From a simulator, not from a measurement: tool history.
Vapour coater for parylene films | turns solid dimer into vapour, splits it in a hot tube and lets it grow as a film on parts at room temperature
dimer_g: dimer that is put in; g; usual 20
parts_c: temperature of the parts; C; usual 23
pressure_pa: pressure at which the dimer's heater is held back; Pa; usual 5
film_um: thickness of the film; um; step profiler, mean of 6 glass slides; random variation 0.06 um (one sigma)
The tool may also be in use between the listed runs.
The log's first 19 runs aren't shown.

run,hour,dimer_g,parts_c,pressure_pa,hours of work since the trap's valve was overhauled,hours of work since the table's thermometer was calibrated,film_um
20,389.8,20,23,5,117,661,7.19
21,407.2,20,23,5,125,669,7.06
22,434.8,20,23,5,137,681,7.19
23,447.3,20,23,5,142,687,7.08
24,473.5,20,18,5,154,698,7.8
25,491.3,20,30,5,162,706,6.35
26,511.7,20,30,5,171,715,6.34
27,538.2,20,30,5,183,727,6.37
28,565.8,20,27,5,195,739,6.65
29,578.4,12,32,5.25,200,744,3.72
30,605.6,12,32,5.25,212,756,3.67
31,618.8,21,20,3.71,218,762,8.17
32,639.9,20,23,2.64,228,772,8.11
33,669.5,12,16,3.9,241,785,5.09
34,692.7,18,22,3.64,251,795,6.9
35,707.9,31,29,6.47,258,802,9.54
36,721.4,20,21,2.03,264,808,8.9
37,749.4,20,16,2.02,276,820,8.81
38,765.9,20,16,2.02,283,827,8.8
39,779,13,16,2.02,289,833,5.78
40,803.8,8,18,2.02,300,844,3.56
41,823.8,20,18,3.81,309,853,8.14

Run 42 comes next. What will it give?
42,852.1,35,29,6.13,321,865,?

film_um: 11.09 um
Without the tool's hidden state the same run would have given film_um 11.12 um.
